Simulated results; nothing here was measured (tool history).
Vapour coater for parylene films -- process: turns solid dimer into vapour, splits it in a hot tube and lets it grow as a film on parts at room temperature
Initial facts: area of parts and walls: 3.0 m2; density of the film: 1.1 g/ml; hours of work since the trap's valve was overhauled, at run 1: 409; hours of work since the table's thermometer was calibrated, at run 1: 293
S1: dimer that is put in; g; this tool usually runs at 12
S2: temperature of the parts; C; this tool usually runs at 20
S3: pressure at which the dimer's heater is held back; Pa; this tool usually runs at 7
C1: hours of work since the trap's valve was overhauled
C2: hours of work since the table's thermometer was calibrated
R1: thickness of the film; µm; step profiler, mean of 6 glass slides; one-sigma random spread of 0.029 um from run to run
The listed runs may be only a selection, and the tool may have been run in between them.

run 1 hour=0 | S1=12 S2=20 S3=7 | C1=409 C2=293 | R1=2.6
run 2 hour=21.1 | S1=12 S2=20 S3=7 | C1=417 C2=302 | R1=2.55
run 3 hour=34.6 | S1=12 S2=20 S3=7 | C1=423 C2=308 | R1=2.59
run 4 hour=54.6 | S1=12 S2=20 S3=7 | C1=431 C2=316 | R1=2.58
run 5 hour=71.9 | S1=12 S2=20 S3=7 | C1=438 C2=323 | R1=2.58
run 6 hour=90.8 | S1=12 S2=20 S3=7 | C1=446 C2=331 | R1=2.58
run 7 hour=107.4 | S1=12 S2=20 S3=7 | C1=453 C2=338 | R1=2.55
run 8 hour=126 | S1=12 S2=20 S3=7 | C1=461 C2=345 | R1=2.56
run 9 hour=148 | S1=12 S2=20 S3=7 | C1=470 C2=355 | R1=2.58
run 10 hour=167.1 | S1=12 S2=20 S3=2 | C1=478 C2=362 | R1=2.88
run 11 hour=182.4 | S1=12 S2=20 S3=2 | C1=484 C2=369 | R1=2.92
run 12 hour=193 | S1=12 S2=20 S3=2 | C1=488 C2=373 | R1=2.8
run 13 hour=216 | S1=12 S2=20 S3=2 | C1=498 C2=383 | R1=2.87
run 14 hour=233.5 | S1=12 S2=20 S3=2 | C1=505 C2=390 | R1=2.87
run 15 hour=247.2 | S1=12 S2=20 S3=2 | C1=511 C2=395 | R1=2.86
run 16 hour=257.6 | S1=12 S2=20 S3=2 | C1=515 C2=400 | R1=2.81
run 17 hour=271.9 | S1=14 S2=20 S3=7 | C1=521 C2=406 | R1=3.03
run 18 hour=281.8 | S1=21 S2=20 S3=7 | C1=525 C2=410 | R1=4.48
run 19 hour=291.9 | S1=21 S2=20 S3=7 | C1=529 C2=414 | R1=4.52
run 20 hour=302.9 | S1=21 S2=20 S3=7 | C1=534 C2=419 | R1=4.48
run 21 hour=312.9 | S1=21 S2=20 S3=7 | C1=538 C2=423 | R1=4.46
run 22 hour=336.7 | S1=21 S2=20 S3=7 | C1=548 C2=432 | R1=4.41
run 23 hour=347.2 | S1=21 S2=20 S3=7 | C1=552 C2=437 | R1=4.55
run 24 hour=361.5 | S1=7 S2=20 S3=7 | C1=558 C2=443 | R1=1.52
-- hour=369 trap's valve overhauled
run 25 hour=385.6 | S1=7 S2=20 S3=7 | C1=7 C2=451 | R1=1.52
run 26 hour=406.1 | S1=7 S2=20 S3=7 | C1=15 C2=460 | R1=1.48
run 27 hour=417.2 | S1=7 S2=20 S3=7 | C1=20 C2=464 | R1=1.54
run 28 hour=437.2 | S1=7 S2=20 S3=7 | C1=28 C2=472 | R1=1.52
run 29 hour=454.2 | S1=8 S2=16 S3=3.72 | C1=35 C2=479 | R1=1.97
run 30 hour=464.9 | S1=6 S2=20 S3=3.27 | C1=40 C2=484 | R1=1.32
run 31 hour=476.4 | S1=12 S2=20 S3=9.58 | C1=44 C2=489 | R1=2.51
run 32 hour=498 | S1=12 S2=20 S3=9.58 | C1=53 C2=497 | R1=2.49
run 33 hour=517.7 | S1=7 S2=23 S3=9.61 | C1=61 C2=506 | R1=1.37
run 34 hour=537.4 | S1=7 S2=23 S3=9.61 | C1=70 C2=514 | R1=1.39
run 35 hour=557.9 | S1=12 S2=17 S3=5.68 | C1=78 C2=522 | R1=2.75
run 36 hour=569.4 | S1=12 S2=17 S3=5.68 | C1=83 C2=527 | R1=2.82
run 37 hour=580.3 | S1=10 S2=29 S3=6.15 | C1=87 C2=532 | R1=1.82

Forecast run 38:
run 38 hour=596.5 | S1=7 S2=16 S3=7.53 | C1=94 C2=538 | R1=?

R1: 1.6 µm
Without the tool's hidden state the same run would have given R1 1.6 µm.
